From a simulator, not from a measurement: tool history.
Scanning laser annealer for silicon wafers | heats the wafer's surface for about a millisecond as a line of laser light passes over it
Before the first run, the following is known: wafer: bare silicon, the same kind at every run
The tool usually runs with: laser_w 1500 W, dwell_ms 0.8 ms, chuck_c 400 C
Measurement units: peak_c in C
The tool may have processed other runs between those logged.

run,hour,laser_w,dwell_ms,chuck_c,peak_c
1,0,1500,0.8,400,1083
2,10.4,1500,0.8,400,1081
3,31.6,1500,0.8,373,1052
4,48.3,1500,0.8,373,1053
5,59.8,1500,0.8,373,1050
6,83.1,1556,0.8,400,1111
7,93.4,1300,0.8,400,968
8,108.5,1500,0.8,400,1079
9,130.9,1279,0.8,400,952
10,154.3,1500,0.8,400,1075
11,164.5,1500,0.8,400,1072
12,185.6,1500,0.8,435,1107
13,198.4,1500,0.59,400,987
14,217,1500,0.59,400,987
15,231,1500,0.8,400,1069
16,242.9,1332,0.8,400,977
17,260.7,1500,0.8,375,1045
18,281.3,1500,0.876,400,1095
19,294.9,1500,0.913,400,1111
20,317.3,1500,0.913,400,1110
21,340.8,1500,0.913,400,1109
22,357.5,1500,0.913,400,1109
23,371.7,1500,0.913,400,1106
24,384.9,1500,0.913,400,1103
25,396.7,1500,0.591,415,995
26,411.7,1281,0.757,415,947
27,428.6,1633,0.869,361,1126
28,439.2,1633,0.869,361,1126
29,451.6,1633,0.869,361,1124
30,464.7,1500,0.567,396,964
# hour 477: window over the wafer cleaned
31,490,1385,0.567,409,948

Run 32 comes next. What will it give?
32,514,1385,0.567,409,?

{"run 32": {"peak_c": 947}}
Take away the tool's hidden state, keep the run-to-run variation as it was, and the same run would have given peak_c 957 C.

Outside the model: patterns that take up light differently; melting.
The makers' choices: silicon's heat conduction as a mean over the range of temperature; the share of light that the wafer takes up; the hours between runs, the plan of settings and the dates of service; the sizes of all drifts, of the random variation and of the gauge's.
